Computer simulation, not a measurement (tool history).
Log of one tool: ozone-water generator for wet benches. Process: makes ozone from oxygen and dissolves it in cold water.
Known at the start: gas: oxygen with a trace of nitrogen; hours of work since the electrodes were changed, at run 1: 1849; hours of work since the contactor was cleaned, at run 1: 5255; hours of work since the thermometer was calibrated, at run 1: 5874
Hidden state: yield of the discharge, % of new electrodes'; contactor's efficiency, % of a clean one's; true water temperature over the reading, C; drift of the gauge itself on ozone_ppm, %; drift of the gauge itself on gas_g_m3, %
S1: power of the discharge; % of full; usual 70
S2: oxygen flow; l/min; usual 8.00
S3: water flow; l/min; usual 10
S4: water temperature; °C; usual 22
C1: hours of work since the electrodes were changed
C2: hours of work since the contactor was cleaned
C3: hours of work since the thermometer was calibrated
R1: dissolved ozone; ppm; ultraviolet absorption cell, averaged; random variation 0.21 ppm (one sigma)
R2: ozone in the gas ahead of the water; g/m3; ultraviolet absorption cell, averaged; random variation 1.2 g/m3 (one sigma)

Run 1, hour 0.0: usual settings; C1 1849; C2 5255; C3 5874. Result: R1 27.4 ppm, R2 214.7 g/m3.
At hour 17.5: water thermometer calibrated.
Run 2, hour 68.9: usual settings but S3 8 l/min; C1 1892; C2 5297; C3 32. Result: R1 31.9 ppm, R2 215.6 g/m3.
Run 3, hour 211.6: usual settings but S3 9 l/min; C1 1980; C2 5386; C3 120. Result: R1 29.0 ppm, R2 216.0 g/m3.
Run 4, hour 332.2: usual settings but S3 9 l/min, S4 20 °C; C1 2054; C2 5460; C3 194. Result: R1 30.3 ppm, R2 213.1 g/m3.
Run 5, hour 424.4: usual settings but S3 9 l/min, S4 20 °C; C1 2111; C2 5517; C3 251. Result: R1 30.5 ppm, R2 213.2 g/m3.
Run 6, hour 573.3: usual settings but S3 9 l/min, S4 20 °C; C1 2203; C2 5609; C3 343. Result: R1 30.5 ppm, R2 215.6 g/m3.
Run 7, hour 687.8: usual settings but S3 9 l/min, S4 20 °C; C1 2274; C2 5680; C3 414. Result: R1 30.4 ppm, R2 214.8 g/m3.
Run 8, hour 789.9: usual settings but S3 9 l/min, S4 20 °C; C1 2337; C2 5743; C3 477. Result: R1 29.8 ppm, R2 213.2 g/m3.
Run 9, hour 866.7: usual settings but S3 9 l/min, S4 20 °C; C1 2384; C2 5790; C3 525. Result: R1 29.8 ppm, R2 213.1 g/m3.
Run 10, hour 988.9: usual settings but S3 9 l/min, S4 20 °C; C1 2460; C2 5866; C3 600. Result: R1 29.9 ppm, R2 213.1 g/m3.
Run 11, hour 1122.2: usual settings but S4 15 °C; C1 2542; C2 5948; C3 682. Result: R1 31.0 ppm, R2 212.5 g/m3.
Run 12, hour 1222.3: usual settings but S4 15 °C; C1 2604; C2 6010; C3 744. Result: R1 30.9 ppm, R2 212.6 g/m3.
Run 13, hour 1317.5: usual settings but S4 15 °C; C1 2663; C2 6069; C3 803. Result: R1 31.2 ppm, R2 211.1 g/m3.

The next listed run, before its measurement:
Run 14, hour 1468.7: usual settings but S1 63 % of full, S2 12.04 l/min, S3 13 l/min, S4 15 °C; C1 2756; C2 6162; C3 896. Result: R1 ?, R2 ?.

R1: 23.3 ppm
R2: 168.3 g/m3
Without the tool's hidden state the same run would have given R1 28.0 ppm, R2 180.4 g/m3.

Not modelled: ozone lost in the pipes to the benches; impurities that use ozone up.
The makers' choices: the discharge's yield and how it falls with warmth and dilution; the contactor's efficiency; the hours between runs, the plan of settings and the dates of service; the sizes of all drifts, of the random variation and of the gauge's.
